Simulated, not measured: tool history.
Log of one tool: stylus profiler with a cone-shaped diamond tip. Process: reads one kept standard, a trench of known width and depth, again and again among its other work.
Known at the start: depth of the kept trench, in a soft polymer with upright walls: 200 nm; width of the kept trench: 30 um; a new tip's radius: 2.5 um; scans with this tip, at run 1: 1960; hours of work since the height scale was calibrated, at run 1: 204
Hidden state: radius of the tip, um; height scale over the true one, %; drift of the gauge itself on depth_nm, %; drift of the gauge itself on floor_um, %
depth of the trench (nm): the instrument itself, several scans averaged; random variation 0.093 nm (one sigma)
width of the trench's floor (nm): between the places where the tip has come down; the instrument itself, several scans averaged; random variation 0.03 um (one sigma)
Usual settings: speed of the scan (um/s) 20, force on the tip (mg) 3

run  hour  speed of the scan (um/s)  force on the tip (mg)  scans with this tip  hours of work since the height scale was calibrated  depth of the trench (nm)  width of the trench's floor (nm)
  1     0                        20                      3                 1960                                                  204                       202                             27830
  2  16.6                        20                   7.34                 2027                                                  211                    203.54                             27790
  3  33.2                        20                   7.34                 2093                                                  218                     203.4                             27870
  4  51.9                        20                   7.34                 2167                                                  226                    203.45                             27840
  5  66.2                        20                      3                 2224                                                  232                    202.06                             27790
  6  85.7                        20                      3                 2302                                                  240                    201.97                             27780

Forecast run 7:
  7   105                        20                      3                 2379                                                  248                         ?                                 ?

depth of the trench (nm): 201.95
width of the trench's floor (nm): 27750
Without the tool's hidden state the same run would have given depth of the trench (nm) 201.81, width of the trench's floor (nm) 27950.
